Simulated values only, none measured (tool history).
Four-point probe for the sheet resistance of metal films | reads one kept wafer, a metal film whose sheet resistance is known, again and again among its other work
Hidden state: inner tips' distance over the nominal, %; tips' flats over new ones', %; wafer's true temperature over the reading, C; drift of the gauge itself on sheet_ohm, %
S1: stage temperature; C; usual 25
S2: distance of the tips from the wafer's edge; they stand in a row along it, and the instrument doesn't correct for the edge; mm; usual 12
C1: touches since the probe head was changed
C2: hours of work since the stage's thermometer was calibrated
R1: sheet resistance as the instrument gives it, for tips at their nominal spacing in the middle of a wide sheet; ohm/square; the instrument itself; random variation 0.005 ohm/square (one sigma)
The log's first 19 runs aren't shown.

Run 20, day 24.479: usual settings but S1 32 C; C1 23825; C2 1093. Result: R1 24.933411 ohm/square.
Run 21, day 25.412: usual settings but S1 29 C, S2 6 mm; C1 24354; C2 1107. Result: R1 25.079046 ohm/square.
Run 22, day 26.550: usual settings; C1 24998; C2 1124. Result: R1 24.979994 ohm/square.
Run 23, day 27.383: usual settings but S1 27 C; C1 25472; C2 1137. Result: R1 24.971391 ohm/square.
Run 24, day 28.250: usual settings but S1 21 C, S2 48 mm; C1 25963; C2 1150. Result: R1 24.978215 ohm/square.
Run 25, day 28.954: usual settings but S2 36 mm; C1 26363; C2 1160. Result: R1 24.949385 ohm/square.
Run 26, day 30.121: usual settings but S2 8 mm; C1 27026; C2 1178. Result: R1 25.042348 ohm/square.
Run 27, day 31.154: usual settings but S2 8 mm; C1 27611; C2 1193. Result: R1 25.033316 ohm/square.
Run 28, day 32.338: usual settings but S1 31 C, S2 10 mm; C1 28281; C2 1211. Result: R1 24.963725 ohm/square.
Run 29, day 33.538: usual settings but S1 31 C, S2 11 mm; C1 28962; C2 1229. Result: R1 24.950556 ohm/square.
Run 30, day 34.642: usual settings but S1 21 C, S2 9 mm; C1 29589; C2 1246. Result: R1 25.043830 ohm/square.
Run 31, day 35.592: usual settings but S1 21 C, S2 9 mm; C1 30127; C2 1260. Result: R1 25.040265 ohm/square.
Run 32, day 36.942: usual settings but S1 21 C, S2 9 mm; C1 30893; C2 1280. Result: R1 25.042790 ohm/square.
Run 33, day 37.746: usual settings but S1 21 C, S2 9 mm; C1 31349; C2 1292. Result: R1 25.039132 ohm/square.
Run 34, day 38.721: usual settings but S1 21 C, S2 9 mm; C1 31902; C2 1307. Result: R1 25.038968 ohm/square.
Run 35, day 40.162: usual settings but S1 24 C, S2 32 mm; C1 32720; C2 1328. Result: R1 24.949433 ohm/square.
Run 36, day 41.025: usual settings but S2 4 mm; C1 33209; C2 1341. Result: R1 25.280138 ohm/square.
Run 37, day 41.662: usual settings but S1 20 C, S2 4 mm; C1 33571; C2 1351. Result: R1 25.312938 ohm/square.

Forecast each of these 3 alternatives for the next run:
Run A, day 42.412: usual settings but S2 26 mm; C1 33997; C2 1362. Result: R1 ?.
Run B, day 42.412: usual settings but S1 26 C, S2 5 mm; C1 33997; C2 1362. Result: R1 ?.
Run C, day 42.412: usual settings but S1 18 C, S2 22 mm; C1 33997; C2 1362. Result: R1 ?.

run         R1
  A  24.944804
  B  25.159155
  C  25.003900
Without the tool's hidden state the same runs would have given:
run         R1
  A  24.944862
  B  25.159214
  C  25.003950

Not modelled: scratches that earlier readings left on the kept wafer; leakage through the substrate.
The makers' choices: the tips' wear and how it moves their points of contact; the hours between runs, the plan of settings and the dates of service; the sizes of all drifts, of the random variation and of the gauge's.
